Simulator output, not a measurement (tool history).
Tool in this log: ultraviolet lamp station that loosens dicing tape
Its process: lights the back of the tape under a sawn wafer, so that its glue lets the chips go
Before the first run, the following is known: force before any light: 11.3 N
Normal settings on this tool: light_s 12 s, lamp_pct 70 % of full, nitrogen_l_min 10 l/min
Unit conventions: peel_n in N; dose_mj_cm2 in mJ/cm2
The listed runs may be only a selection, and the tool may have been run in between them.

run 1 day=0 | light_s=12 lamp_pct=70 nitrogen_l_min=10 | peel_n=0.47 dose_mj_cm2=242
run 2 day=0.388 | light_s=12 lamp_pct=70 nitrogen_l_min=10 | peel_n=0.47 dose_mj_cm2=234
run 3 day=0.825 | light_s=12 lamp_pct=70 nitrogen_l_min=10 | peel_n=0.475 dose_mj_cm2=238
run 4 day=1.088 | light_s=12 lamp_pct=70 nitrogen_l_min=10 | peel_n=0.484 dose_mj_cm2=242
run 5 day=1.392 | light_s=12 lamp_pct=70 nitrogen_l_min=18 | peel_n=0.37 dose_mj_cm2=237
run 6 day=1.733 | light_s=12 lamp_pct=98 nitrogen_l_min=18 | peel_n=0.266 dose_mj_cm2=332
run 7 day=2.196 | light_s=12 lamp_pct=98 nitrogen_l_min=18 | peel_n=0.269 dose_mj_cm2=327
run 8 day=2.45 | light_s=12 lamp_pct=73 nitrogen_l_min=10 | peel_n=0.464 dose_mj_cm2=247
run 9 day=2.871 | light_s=12 lamp_pct=83 nitrogen_l_min=10 | peel_n=0.346 dose_mj_cm2=269
run 10 day=3.258 | light_s=18 lamp_pct=70 nitrogen_l_min=10 | peel_n=0.268 dose_mj_cm2=345
run 11 day=3.554 | light_s=18 lamp_pct=77 nitrogen_l_min=10 | peel_n=0.264 dose_mj_cm2=378
run 12 day=3.962 | light_s=18 lamp_pct=77 nitrogen_l_min=10 | peel_n=0.258 dose_mj_cm2=378
run 13 day=4.417 | light_s=18 lamp_pct=77 nitrogen_l_min=10 | peel_n=0.266 dose_mj_cm2=378
run 14 day=4.733 | light_s=18 lamp_pct=77 nitrogen_l_min=10 | peel_n=0.273 dose_mj_cm2=376
run 15 day=4.933 | light_s=24 lamp_pct=77 nitrogen_l_min=10 | peel_n=0.248 dose_mj_cm2=495
run 16 day=5.362 | light_s=24 lamp_pct=77 nitrogen_l_min=10 | peel_n=0.245 dose_mj_cm2=493
run 17 day=5.746 | light_s=24 lamp_pct=77 nitrogen_l_min=10 | peel_n=0.23 dose_mj_cm2=494
run 18 day=5.983 | light_s=12 lamp_pct=70 nitrogen_l_min=5 | peel_n=0.869 dose_mj_cm2=226
run 19 day=6.2 | light_s=10 lamp_pct=70 nitrogen_l_min=5 | peel_n=1.272 dose_mj_cm2=186
run 20 day=6.483 | light_s=16 lamp_pct=70 nitrogen_l_min=10 | peel_n=0.33 dose_mj_cm2=297
run 21 day=6.717 | light_s=16 lamp_pct=70 nitrogen_l_min=10 | peel_n=0.321 dose_mj_cm2=296
run 22 day=7.029 | light_s=16 lamp_pct=61 nitrogen_l_min=10 | peel_n=0.402 dose_mj_cm2=255
run 23 day=7.467 | light_s=9 lamp_pct=66 nitrogen_l_min=10 | peel_n=1.108 dose_mj_cm2=148
run 24 day=7.917 | light_s=19 lamp_pct=70 nitrogen_l_min=10 | peel_n=0.284 dose_mj_cm2=346
run 25 day=8.225 | light_s=23 lamp_pct=67 nitrogen_l_min=10 | peel_n=0.256 dose_mj_cm2=408
run 26 day=8.492 | light_s=23 lamp_pct=67 nitrogen_l_min=10 | peel_n=0.251 dose_mj_cm2=400
run 27 day=8.812 | light_s=13 lamp_pct=88 nitrogen_l_min=10 | peel_n=0.323 dose_mj_cm2=294
run 28 day=9.046 | light_s=13 lamp_pct=88 nitrogen_l_min=10 | peel_n=0.308 dose_mj_cm2=297
run 29 day=9.267 | light_s=13 lamp_pct=88 nitrogen_l_min=3 | peel_n=0.702 dose_mj_cm2=294
run 30 day=9.725 | light_s=7 lamp_pct=85 nitrogen_l_min=4 | peel_n=2.071 dose_mj_cm2=151
run 31 day=10.175 | light_s=7 lamp_pct=85 nitrogen_l_min=4 | peel_n=2.076 dose_mj_cm2=152
run 32 day=10.638 | light_s=7 lamp_pct=85 nitrogen_l_min=4 | peel_n=2.044 dose_mj_cm2=150
run 33 day=11.071 | light_s=8 lamp_pct=62 nitrogen_l_min=10 | peel_n=1.678 dose_mj_cm2=126
run 34 day=11.467 | light_s=8 lamp_pct=62 nitrogen_l_min=10 | peel_n=1.654 dose_mj_cm2=122
run 35 day=11.658 | light_s=9 lamp_pct=79 nitrogen_l_min=4 | peel_n=1.546 dose_mj_cm2=176
run 36 day=12.054 | light_s=9 lamp_pct=99 nitrogen_l_min=4 | peel_n=1.02 dose_mj_cm2=225
run 37 day=12.421 | light_s=7 lamp_pct=94 nitrogen_l_min=10 | peel_n=1.018 dose_mj_cm2=163
run 38 day=12.833 | light_s=13 lamp_pct=64 nitrogen_l_min=14 | peel_n=0.517 dose_mj_cm2=201
run 39 day=13.258 | light_s=8 lamp_pct=79 nitrogen_l_min=13 | peel_n=0.966 dose_mj_cm2=151
run 40 day=13.504 | light_s=8 lamp_pct=83 nitrogen_l_min=13 | peel_n=0.854 dose_mj_cm2=160
run 41 day=13.692 | light_s=8 lamp_pct=83 nitrogen_l_min=7 | peel_n=1.304 dose_mj_cm2=164
run 42 day=13.958 | light_s=8 lamp_pct=83 nitrogen_l_min=7 | peel_n=1.288 dose_mj_cm2=164
run 43 day=14.254 | light_s=8 lamp_pct=83 nitrogen_l_min=7 | peel_n=1.29 dose_mj_cm2=163
run 44 day=14.458 | light_s=7 lamp_pct=83 nitrogen_l_min=7 | peel_n=1.731 dose_mj_cm2=142

Pick out some run-to-run changes in peel_n. Of each, how much would a tool without hidden state show as well, from the settings, what came in and chance, and how much is left for the hidden state and any gauge scatter not in both results compared?
The tool's hidden condition here consists of: lamp's light, % of a new lamp's; light that the window lets through, % of a clean one's; drift of the gauge itself on peel_n, %; drift of the gauge itself on dose_mj_cm2, %.
Run 19 -> 20: light_s 10 -> 16, nitrogen_l_min 5 -> 10. peel_n -0.942 N: hidden state -0.329, all else -0.613.
Run 23 -> 24: light_s 9 -> 19, lamp_pct 66 -> 70. peel_n -0.824 N: hidden state -0.336, all else -0.488.
Run 29 -> 30: light_s 13 -> 7, lamp_pct 88 -> 85, nitrogen_l_min 3 -> 4. peel_n +1.369 N: hidden state +0.402, all else +0.967.
